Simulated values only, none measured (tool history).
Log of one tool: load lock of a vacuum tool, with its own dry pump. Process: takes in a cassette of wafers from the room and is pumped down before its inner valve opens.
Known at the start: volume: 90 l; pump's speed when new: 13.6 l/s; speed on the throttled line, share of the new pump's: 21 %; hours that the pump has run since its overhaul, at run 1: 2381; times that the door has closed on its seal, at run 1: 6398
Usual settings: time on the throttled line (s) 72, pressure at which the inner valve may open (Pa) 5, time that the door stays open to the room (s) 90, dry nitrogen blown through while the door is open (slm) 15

run    hour  time on the throttled line (s)  pressure at which the inner valve may open (Pa)  time that the door stays open to the room (s)  dry nitrogen blown through while the door is open (slm)  hours that the pump has run since its overhaul  times that the door has closed on its seal  incoming humidity of the room's air, %  time from the closed door until the inner valve may open (s)  rise of the pressure with all valves shut (Pa/min)
  1       0                              72                                                5                                             90                                                       15                                            2381                                        6398                                    43.6                                                         122.5                                               0.044
  2   269.8                              72                                                5                                             90                                                       15                                            2650                                        6775                                    45.9                                                         122.6                                               0.041
  3   417.2                              72                                                4                                             90                                                       15                                            2798                                        6981                                    46.9                                                         123.7                                               0.045
  4     744                              72                                                4                                             90                                                       15                                            3125                                        7437                                    47.7                                                         123.2                                               0.049
  5  1053.3                              72                                                4                                             90                                                       15                                            3434                                        7869                                    43.6                                                         125.4                                               0.039
  6  1300.9                              72                                                4                                             90                                                       15                                            3681                                        8214                                    42.9                                                         125.3                                               0.043
  7  1561.6                              72                                                5                                             90                                                       15                                            3942                                        8578                                    45.8                                                         122.9                                               0.041
  8  1890.7                              63                                                5                                             90                                                       15                                            4271                                        9038                                      47                                                           115                                               0.041
  9  2178.6                              63                                                5                                             90                                                       15                                            4559                                        9440                                    43.8                                                         115.3                                               0.041
 10  2335.1                              63                                                5                                             90                                                       15                                            4716                                        9658                                      46                                                         116.8                                               0.047
 11  2507.2                             144                                                5                                             84                                                        7                                            4888                                        9898                                    49.8                                                         179.8                                               0.057
 12  2743.6                             144                                                5                                             84                                                        7                                            5124                                       10228                                    43.8                                                         181.3                                               0.045
 13  3084.4                              72                                                4                                             65                                                       12                                            5465                                       10704                                    44.2                                                         125.2                                               0.045
 14  3382.7                              72                                                6                                            204                                                       15                                            5763                                       11121                                    44.4                                                         122.5                                               0.057
 15    3582                             142                                                7                                             90                                                       18                                            5963                                       11399                                    47.7                                                         174.3                                               0.043
 16  3878.8                              72                                                9                                             90                                                       15                                            6259                                       11813                                    47.5                                                         118.9                                               0.051

The next listed run, before its measurement:
 17  4029.2                              60                                                9                                             90                                                       23                                            6410                                       12023                                    41.6                                                             ?                                                   ?

Run 17 gave time from the closed door until the inner valve may open (s) 110.8, rise of the pressure with all valves shut (Pa/min) 0.035.
Without the tool's hidden state the same run would have given time from the closed door until the inner valve may open (s) 110.8, rise of the pressure with all valves shut (Pa/min) 0.035.

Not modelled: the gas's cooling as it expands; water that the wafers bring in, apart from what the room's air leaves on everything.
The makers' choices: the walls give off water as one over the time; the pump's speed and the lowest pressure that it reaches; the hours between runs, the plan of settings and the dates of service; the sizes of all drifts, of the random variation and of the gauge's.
